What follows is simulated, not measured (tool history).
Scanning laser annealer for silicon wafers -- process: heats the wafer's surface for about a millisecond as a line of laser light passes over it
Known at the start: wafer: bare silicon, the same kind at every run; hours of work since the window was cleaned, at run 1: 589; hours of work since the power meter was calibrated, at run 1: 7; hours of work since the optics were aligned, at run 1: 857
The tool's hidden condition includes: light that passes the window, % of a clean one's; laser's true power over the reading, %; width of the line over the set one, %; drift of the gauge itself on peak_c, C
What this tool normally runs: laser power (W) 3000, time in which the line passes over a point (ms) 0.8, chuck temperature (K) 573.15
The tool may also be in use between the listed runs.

run,day,laser power (W),time in which the line passes over a point (ms),chuck temperature (K),hours of work since the window was cleaned,hours of work since the power meter was calibrated,hours of work since the optics were aligned,highest temperature of the surface (K)
1,0,3000,0.8,573.15,589,7,857,1366.15
2,1.846,3000,0.8,573.15,624,42,892,1365.15
3,3.021,2973,0.8,573.15,646,64,914,1354.15
4,4.196,2973,0.8,573.15,668,86,936,1357.15
5,5.367,2973,0.8,573.15,690,108,958,1350.15
6,6.488,3000,0.8,573.15,711,129,979,1360.15
7,7.888,3000,0.8,573.15,737,155,1005,1358.15
8,9.4,3000,0.8,573.15,766,183,1033,1356.15
9,10.275,3000,0.8,573.15,782,200,1050,1353.15
10,11.754,3000,0.8,573.15,810,228,1077,1356.15
# day 13.392: optics aligned, line set to its width
11,13.9,2856,0.8,573.15,846,264,10,1316.15
12,15.75,2856,0.8,573.15,881,299,44,1316.15
# day 17.062: window over the wafer cleaned
13,17.579,2856,0.8,573.15,10,331,77,1354.15
14,19.304,2632,0.8,573.15,42,364,109,1282.15
15,20.762,2632,0.8,573.15,69,391,137,1285.15
16,21.633,2632,0.8,573.15,86,407,153,1283.15
17,23.146,2719,0.631,564.15,114,436,181,1200.15
# day 23.425: laser's power meter calibrated
18,25.221,2954,0.753,538.15,151,34,218,1311.15
19,27.229,2954,0.753,538.15,188,71,256,1306.15
20,28.825,2954,0.859,566.15,218,101,286,1392.15
21,29.925,3000,0.613,560.15,239,122,306,1250.15
22,31.229,3000,0.613,560.15,263,146,331,1248.15
23,32.308,2703,0.832,570.15,284,167,351,1308.15
24,33.562,2703,0.832,570.15,307,190,375,1304.15
# day 35.196: laser's power meter calibrated, once more
25,35.25,3000,0.662,573.15,337,1,404,1296.15

Consider 3 possible next runs. They are alternatives, not a sequence: every one starts from the tool as it was left by run 25. What does each give?
A,36.758,3000,0.635,573.15,365,29,432,?
B,36.758,3024,0.87,573.15,365,29,432,?
C,36.758,3151,0.662,559.15,365,29,432,?

run,highest temperature of the surface (K)
A,1277.15
B,1428.15
C,1324.15
Had the tool no hidden state, the same runs would have come out as:
run,highest temperature of the surface (K)
A,1296.15
B,1452.15
C,1346.15
